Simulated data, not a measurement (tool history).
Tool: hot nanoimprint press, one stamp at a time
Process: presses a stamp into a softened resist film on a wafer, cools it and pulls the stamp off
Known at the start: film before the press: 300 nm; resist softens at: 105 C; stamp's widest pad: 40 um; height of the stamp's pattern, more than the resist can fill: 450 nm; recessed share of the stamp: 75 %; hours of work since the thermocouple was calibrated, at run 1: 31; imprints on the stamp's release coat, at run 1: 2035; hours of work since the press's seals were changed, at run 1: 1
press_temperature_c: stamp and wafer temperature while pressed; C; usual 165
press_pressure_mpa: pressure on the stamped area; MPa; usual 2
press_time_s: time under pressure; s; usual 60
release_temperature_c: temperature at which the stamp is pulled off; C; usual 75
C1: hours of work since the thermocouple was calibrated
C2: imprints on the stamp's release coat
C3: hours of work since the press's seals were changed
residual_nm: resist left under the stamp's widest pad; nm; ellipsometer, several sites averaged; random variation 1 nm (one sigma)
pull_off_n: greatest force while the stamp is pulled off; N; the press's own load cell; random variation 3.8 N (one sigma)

{"run": 1, "hour": 0.0, "press_temperature_c": 165, "press_pressure_mpa": 2, "press_time_s": 60, "release_temperature_c": 75, "C1": 31, "C2": 2035, "C3": 1, "residual_nm": 174.7, "pull_off_n": 179}
{"run": 2, "hour": 8.5, "press_temperature_c": 165, "press_pressure_mpa": 1.24, "press_time_s": 60, "release_temperature_c": 75, "C1": 37, "C2": 2055, "C3": 7, "residual_nm": 215.3, "pull_off_n": 181}
{"run": 3, "hour": 21.3, "press_temperature_c": 165, "press_pressure_mpa": 1.24, "press_time_s": 60, "release_temperature_c": 75, "C1": 46, "C2": 2084, "C3": 16, "residual_nm": 215.5, "pull_off_n": 190}
{"run": 4, "hour": 32.4, "press_temperature_c": 165, "press_pressure_mpa": 2, "press_time_s": 60, "release_temperature_c": 75, "C1": 54, "C2": 2110, "C3": 24, "residual_nm": 174.2, "pull_off_n": 187}
{"run": 5, "hour": 46.5, "press_temperature_c": 165, "press_pressure_mpa": 2.64, "press_time_s": 60, "release_temperature_c": 75, "C1": 65, "C2": 2142, "C3": 35, "residual_nm": 150.4, "pull_off_n": 184}
{"run": 6, "hour": 57.7, "press_temperature_c": 165, "press_pressure_mpa": 2.64, "press_time_s": 60, "release_temperature_c": 75, "C1": 73, "C2": 2167, "C3": 43, "residual_nm": 151.7, "pull_off_n": 181}
{"run": 7, "hour": 65.3, "press_temperature_c": 165, "press_pressure_mpa": 2, "press_time_s": 60, "release_temperature_c": 75, "C1": 78, "C2": 2185, "C3": 48, "residual_nm": 172.7, "pull_off_n": 188}
{"run": 8, "hour": 78.9, "press_temperature_c": 165, "press_pressure_mpa": 2, "press_time_s": 60, "release_temperature_c": 75, "C1": 88, "C2": 2216, "C3": 58, "residual_nm": 174.2, "pull_off_n": 190}
{"run": 9, "hour": 86.3, "press_temperature_c": 156, "press_pressure_mpa": 2, "press_time_s": 60, "release_temperature_c": 75, "C1": 94, "C2": 2233, "C3": 63, "residual_nm": 221.6, "pull_off_n": 179}
{"run": 10, "hour": 95.5, "press_temperature_c": 165, "press_pressure_mpa": 2, "press_time_s": 60, "release_temperature_c": 63, "C1": 100, "C2": 2254, "C3": 70, "residual_nm": 175.4, "pull_off_n": 244}
{"run": 11, "hour": 103.0, "press_temperature_c": 165, "press_pressure_mpa": 2, "press_time_s": 60, "release_temperature_c": 75, "C1": 106, "C2": 2271, "C3": 76, "residual_nm": 174.2, "pull_off_n": 192}
{"hour": 113.9, "done": "stamp cleaned and given a new release coat"}
{"run": 12, "hour": 118.8, "press_temperature_c": 177, "press_pressure_mpa": 2, "press_time_s": 60, "release_temperature_c": 75, "C1": 113, "C2": 12, "C3": 83, "residual_nm": 126.7, "pull_off_n": 183}
{"run": 13, "hour": 126.3, "press_temperature_c": 165, "press_pressure_mpa": 2.23, "press_time_s": 60, "release_temperature_c": 75, "C1": 118, "C2": 29, "C3": 88, "residual_nm": 166.3, "pull_off_n": 188}
{"run": 14, "hour": 134.6, "press_temperature_c": 165, "press_pressure_mpa": 2.23, "press_time_s": 60, "release_temperature_c": 75, "C1": 124, "C2": 48, "C3": 94, "residual_nm": 165.8, "pull_off_n": 185}
{"run": 15, "hour": 149.5, "press_temperature_c": 165, "press_pressure_mpa": 2, "press_time_s": 60, "release_temperature_c": 66, "C1": 135, "C2": 82, "C3": 105, "residual_nm": 174.8, "pull_off_n": 215}
{"run": 16, "hour": 160.4, "press_temperature_c": 173, "press_pressure_mpa": 2, "press_time_s": 60, "release_temperature_c": 66, "C1": 143, "C2": 107, "C3": 113, "residual_nm": 139.4, "pull_off_n": 225}
{"run": 17, "hour": 171.7, "press_temperature_c": 172, "press_pressure_mpa": 1.21, "press_time_s": 40, "release_temperature_c": 72, "C1": 151, "C2": 133, "C3": 121, "residual_nm": 207, "pull_off_n": 205}
{"run": 18, "hour": 183.5, "press_temperature_c": 172, "press_pressure_mpa": 1.21, "press_time_s": 40, "release_temperature_c": 72, "C1": 160, "C2": 160, "C3": 130, "residual_nm": 209, "pull_off_n": 202}
{"run": 19, "hour": 191.4, "press_temperature_c": 172, "press_pressure_mpa": 1.21, "press_time_s": 61, "release_temperature_c": 72, "C1": 165, "C2": 178, "C3": 135, "residual_nm": 185, "pull_off_n": 191}
{"run": 20, "hour": 198.4, "press_temperature_c": 172, "press_pressure_mpa": 1.21, "press_time_s": 61, "release_temperature_c": 63, "C1": 171, "C2": 194, "C3": 140, "residual_nm": 185.4, "pull_off_n": 240}
{"run": 21, "hour": 210.7, "press_temperature_c": 172, "press_pressure_mpa": 1.21, "press_time_s": 61, "release_temperature_c": 63, "C1": 179, "C2": 222, "C3": 149, "residual_nm": 187, "pull_off_n": 240}
{"run": 22, "hour": 222.3, "press_temperature_c": 172, "press_pressure_mpa": 1.21, "press_time_s": 61, "release_temperature_c": 63, "C1": 188, "C2": 249, "C3": 158, "residual_nm": 188.4, "pull_off_n": 236}
{"run": 23, "hour": 233.2, "press_temperature_c": 172, "press_pressure_mpa": 1.62, "press_time_s": 72, "release_temperature_c": 63, "C1": 196, "C2": 274, "C3": 166, "residual_nm": 154.2, "pull_off_n": 237}
{"run": 24, "hour": 241.5, "press_temperature_c": 153, "press_pressure_mpa": 2.98, "press_time_s": 60, "release_temperature_c": 75, "C1": 202, "C2": 293, "C3": 172, "residual_nm": 207.1, "pull_off_n": 182}
{"run": 25, "hour": 249.7, "press_temperature_c": 165, "press_pressure_mpa": 2.28, "press_time_s": 51, "release_temperature_c": 63, "C1": 208, "C2": 311, "C3": 178, "residual_nm": 171.1, "pull_off_n": 236}
{"run": 26, "hour": 262.5, "press_temperature_c": 165, "press_pressure_mpa": 2.28, "press_time_s": 51, "release_temperature_c": 63, "C1": 217, "C2": 341, "C3": 187, "residual_nm": 172.4, "pull_off_n": 237}
{"run": 27, "hour": 272.0, "press_temperature_c": 165, "press_pressure_mpa": 2, "press_time_s": 38, "release_temperature_c": 72, "C1": 224, "C2": 362, "C3": 194, "residual_nm": 196.6, "pull_off_n": 199}
{"run": 28, "hour": 278.1, "press_temperature_c": 165, "press_pressure_mpa": 2, "press_time_s": 63, "release_temperature_c": 72, "C1": 228, "C2": 376, "C3": 198, "residual_nm": 172.2, "pull_off_n": 199}
{"run": 29, "hour": 284.9, "press_temperature_c": 175, "press_pressure_mpa": 2.49, "press_time_s": 60, "release_temperature_c": 77, "C1": 233, "C2": 392, "C3": 203, "residual_nm": 117.6, "pull_off_n": 171}
{"run": 30, "hour": 295.1, "press_temperature_c": 175, "press_pressure_mpa": 2.49, "press_time_s": 60, "release_temperature_c": 77, "C1": 241, "C2": 415, "C3": 211, "residual_nm": 118.9, "pull_off_n": 176}
{"run": 31, "hour": 306.3, "press_temperature_c": 156, "press_pressure_mpa": 2, "press_time_s": 60, "release_temperature_c": 75, "C1": 249, "C2": 441, "C3": 219, "residual_nm": 223.1, "pull_off_n": 185}

Hidden state at the last listed run before each entry between runs and at the first one after, where it differs:
Between runs 11 and 12: stamp cleaned and given a new release coat (hour 113.9)
  grip of the stamp's worn release coat, % over a new coat's: 0.7 -> 0

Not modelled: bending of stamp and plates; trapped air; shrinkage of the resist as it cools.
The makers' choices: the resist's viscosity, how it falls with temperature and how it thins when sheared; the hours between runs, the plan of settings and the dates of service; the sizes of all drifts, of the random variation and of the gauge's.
